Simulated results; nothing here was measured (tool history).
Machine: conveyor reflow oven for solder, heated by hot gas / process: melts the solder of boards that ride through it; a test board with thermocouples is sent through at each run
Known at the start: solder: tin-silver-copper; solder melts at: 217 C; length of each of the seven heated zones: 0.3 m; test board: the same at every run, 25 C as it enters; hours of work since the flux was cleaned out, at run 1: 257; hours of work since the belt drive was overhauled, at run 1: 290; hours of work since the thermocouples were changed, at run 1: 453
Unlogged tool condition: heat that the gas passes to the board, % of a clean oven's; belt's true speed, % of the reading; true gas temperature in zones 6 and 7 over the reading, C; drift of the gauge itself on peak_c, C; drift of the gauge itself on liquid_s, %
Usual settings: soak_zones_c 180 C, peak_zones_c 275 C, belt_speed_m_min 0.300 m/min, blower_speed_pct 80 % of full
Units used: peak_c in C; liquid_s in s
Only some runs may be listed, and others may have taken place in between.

| run | hour | soak_zones_c | peak_zones_c | belt_speed_m_min | blower_speed_pct | hours of work since the flux was cleaned out | hours of work since the belt drive was overhauled | hours of work since the thermocouples were changed | peak_c | liquid_s |
|---|---|---|---|---|---|---|---|---|---|---|
| 1 | 0.0 | 180 | 275 | 0.300 | 80 | 257 | 290 | 453 | 262.8 | 103.5 |
|  | 8.6 | flux residue cleaned out of gas plates and filters |
| 2 | 29.5 | 189 | 275 | 0.300 | 80 | 16 | 309 | 472 | 264.2 | 110.8 |
| 3 | 55.4 | 180 | 275 | 0.300 | 80 | 36 | 329 | 492 | 262.9 | 104.6 |
| 4 | 72.7 | 180 | 275 | 0.275 | 80 | 49 | 342 | 505 | 264.5 | 116.4 |
| 5 | 94.1 | 180 | 275 | 0.300 | 80 | 66 | 359 | 522 | 262.9 | 104.4 |
| 6 | 110.0 | 180 | 275 | 0.300 | 80 | 78 | 371 | 534 | 262.8 | 104.2 |
| 7 | 121.0 | 180 | 275 | 0.300 | 80 | 86 | 379 | 542 | 263.5 | 104.3 |
| 8 | 135.7 | 180 | 275 | 0.300 | 80 | 97 | 390 | 553 | 262.8 | 104.6 |
| 9 | 149.6 | 180 | 275 | 0.300 | 68 | 108 | 401 | 564 | 259.4 | 101.5 |
| 10 | 170.1 | 180 | 275 | 0.300 | 80 | 124 | 417 | 580 | 262.3 | 104.2 |
| 11 | 183.5 | 180 | 275 | 0.300 | 90 | 134 | 427 | 590 | 264.8 | 105.8 |
| 12 | 199.4 | 180 | 275 | 0.300 | 90 | 146 | 439 | 602 | 263.7 | 105.9 |
|  | 203.1 | thermocouples of zones 6 and 7 changed |
| 13 | 221.3 | 178 | 275 | 0.300 | 90 | 161 | 454 | 14 | 265.2 | 105.4 |
| 14 | 244.7 | 178 | 275 | 0.264 | 68 | 179 | 472 | 32 | 263.8 | 118.8 |
| 15 | 266.5 | 190 | 275 | 0.323 | 68 | 196 | 489 | 49 | 259.8 | 99.1 |
| 16 | 283.4 | 180 | 288 | 0.301 | 73 | 209 | 502 | 62 | 272.7 | 110.9 |
| 17 | 302.5 | 180 | 288 | 0.301 | 73 | 224 | 517 | 76 | 272.6 | 111.0 |
| 18 | 325.6 | 180 | 288 | 0.301 | 64 | 241 | 534 | 94 | 271.1 | 108.8 |
| 19 | 342.7 | 180 | 288 | 0.301 | 64 | 254 | 547 | 107 | 270.0 | 109.1 |
|  | 354.6 | flux residue cleaned out of gas plates and filters |
| 20 | 362.3 | 180 | 288 | 0.301 | 64 | 6 | 559 | 118 | 271.4 | 110.1 |
| 21 | 381.2 | 168 | 281 | 0.271 | 73 | 20 | 573 | 133 | 269.1 | 115.2 |
| 22 | 404.8 | 168 | 281 | 0.271 | 73 | 38 | 591 | 151 | 268.6 | 114.8 |
| 23 | 418.2 | 185 | 264 | 0.300 | 67 | 49 | 601 | 161 | 252.1 | 97.4 |
| 24 | 438.1 | 188 | 266 | 0.300 | 80 | 64 | 617 | 176 | 256.1 | 104.3 |
| 25 | 448.9 | 191 | 276 | 0.347 | 80 | 72 | 625 | 184 | 261.6 | 94.9 |

Alternative continuations, all from the tool just after run 25; predict every row:
| A | 468.3 | 186 | 276 | 0.351 | 75 | 87 | 640 | 199 | ? | ? |
| B | 468.3 | 186 | 276 | 0.294 | 80 | 87 | 640 | 199 | ? | ? |
| C | 468.3 | 180 | 275 | 0.257 | 80 | 87 | 640 | 199 | ? | ? |
| D | 468.3 | 194 | 275 | 0.336 | 87 | 87 | 640 | 199 | ? | ? |
| E | 468.3 | 180 | 263 | 0.300 | 80 | 87 | 640 | 199 | ? | ? |

| run | peak_c | liquid_s |
|---|---|---|
| A | 259.8 | 89.4 |
| B | 265.1 | 112.4 |
| C | 266.3 | 126.6 |
| D | 263.4 | 101.7 |
| E | 251.7 | 96.3 |
Had the tool no hidden state, the same runs would have come out as:
| run | peak_c | liquid_s |
|---|---|---|
| A | 260.6 | 89.5 |
| B | 265.9 | 112.3 |
| C | 267.1 | 126.4 |
| D | 264.2 | 101.6 |
| E | 252.4 | 96.6 |
